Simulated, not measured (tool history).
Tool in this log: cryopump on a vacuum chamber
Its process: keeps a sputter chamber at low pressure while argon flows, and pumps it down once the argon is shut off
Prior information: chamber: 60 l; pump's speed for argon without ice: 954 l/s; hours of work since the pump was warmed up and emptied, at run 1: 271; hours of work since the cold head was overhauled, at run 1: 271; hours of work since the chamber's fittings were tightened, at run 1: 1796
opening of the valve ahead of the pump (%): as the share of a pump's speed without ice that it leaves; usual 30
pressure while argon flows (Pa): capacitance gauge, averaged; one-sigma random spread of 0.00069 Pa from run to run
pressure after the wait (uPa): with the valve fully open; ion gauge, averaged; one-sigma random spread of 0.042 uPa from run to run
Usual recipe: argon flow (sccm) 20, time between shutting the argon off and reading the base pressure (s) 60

run	hour	argon flow (sccm)	time between shutting the argon off and reading the base pressure (s)	opening of the valve ahead of the pump (%)	hours of work since the pump was warmed up and emptied	hours of work since the cold head was overhauled	hours of work since the chamber's fittings were tightened	pressure while argon flows (Pa)	pressure after the wait (uPa)
1	0.0	20	60	30	271	271	1796	0.1209	4.66
2	55.3	20	60	30	314	314	1839	0.1221	4.73
3	112.3	20	60	30	359	359	1884	0.1222	5.00
# hour 137.7: leaking fittings of the chamber tightened, without venting
4	152.1	32	60	30	389	389	11	0.1973	2.58
5	193.8	32	60	30	422	422	44	0.1998	2.69
6	235.6	20	60	30	454	454	77	0.1249	2.64
7	274.4	16	60	30	485	485	107	0.1014	2.74
8	300.8	18	60	30	505	505	128	0.1123	2.79
9	348.9	18	60	30	543	543	166	0.1123	2.82
10	378.0	18	60	30	566	566	189	0.1124	2.82
11	422.4	18	60	30	601	601	223	0.1139	2.84
12	471.5	18	60	30	640	640	262	0.1139	3.03
13	517.6	18	60	30	676	676	298	0.1143	2.98
14	553.9	18	60	30	704	704	327	0.1146	3.02
15	589.3	18	204	30	732	732	354	0.1150	1.58
16	636.2	18	204	30	769	769	391	0.1155	1.53
17	673.5	20	60	36	798	798	421	0.1094	3.22
18	710.6	20	60	36	827	827	450	0.1096	3.22
# hour 749.3: pump warmed up, emptied and cooled again
19	758.7	20	138	23	7	861	484	0.1555	1.77
20	813.6	14	25	47	51	904	527	0.0538	6.20
21	855.8	37	149	19	84	937	560	0.3485	1.85
22	898.0	8	26	30	117	970	593	0.0479	6.00
23	928.2	8	26	30	140	994	617	0.0486	6.23
24	980.7	9	26	29	182	1035	658	0.0555	6.10
25	1023.3	13	76	48	215	1069	691	0.0503	2.86
26	1066.7	13	76	48	249	1103	725	0.0505	2.87
27	1103.9	13	76	48	278	1132	755	0.0514	2.90
28	1148.3	13	76	48	313	1167	789	0.0497	3.05
29	1184.0	20	60	21	341	1195	817	0.1737	3.56
30	1220.0	20	60	21	370	1223	846	0.1738	3.60
31	1249.5	12	63	38	393	1246	869	0.0595	3.47
32	1290.8	12	63	38	425	1279	901	0.0587	3.44
33	1330.5	12	63	38	456	1310	932	0.0596	3.66
34	1374.4	20	23	30	491	1344	967	0.1250	7.09

Each row is a separate what-if for the run after 34, all from the same tool condition, not one after another. Results?
A	1404.6	12	225	56	514	1368	991	?	?
B	1404.6	21	23	30	514	1368	991	?	?
C	1404.6	34	23	17	514	1368	991	?	?
D	1404.6	37	23	30	514	1368	991	?	?

run	pressure while argon flows (Pa)	pressure after the wait (uPa)
A	0.0420	2.23
B	0.1306	7.23
C	0.3665	7.11
D	0.2337	7.29
With no hidden state in the tool, these same runs would have given:
run	pressure while argon flows (Pa)	pressure after the wait (uPa)
A	0.0380	0.89
B	0.1237	5.91
C	0.3553	5.82
D	0.2215	5.97
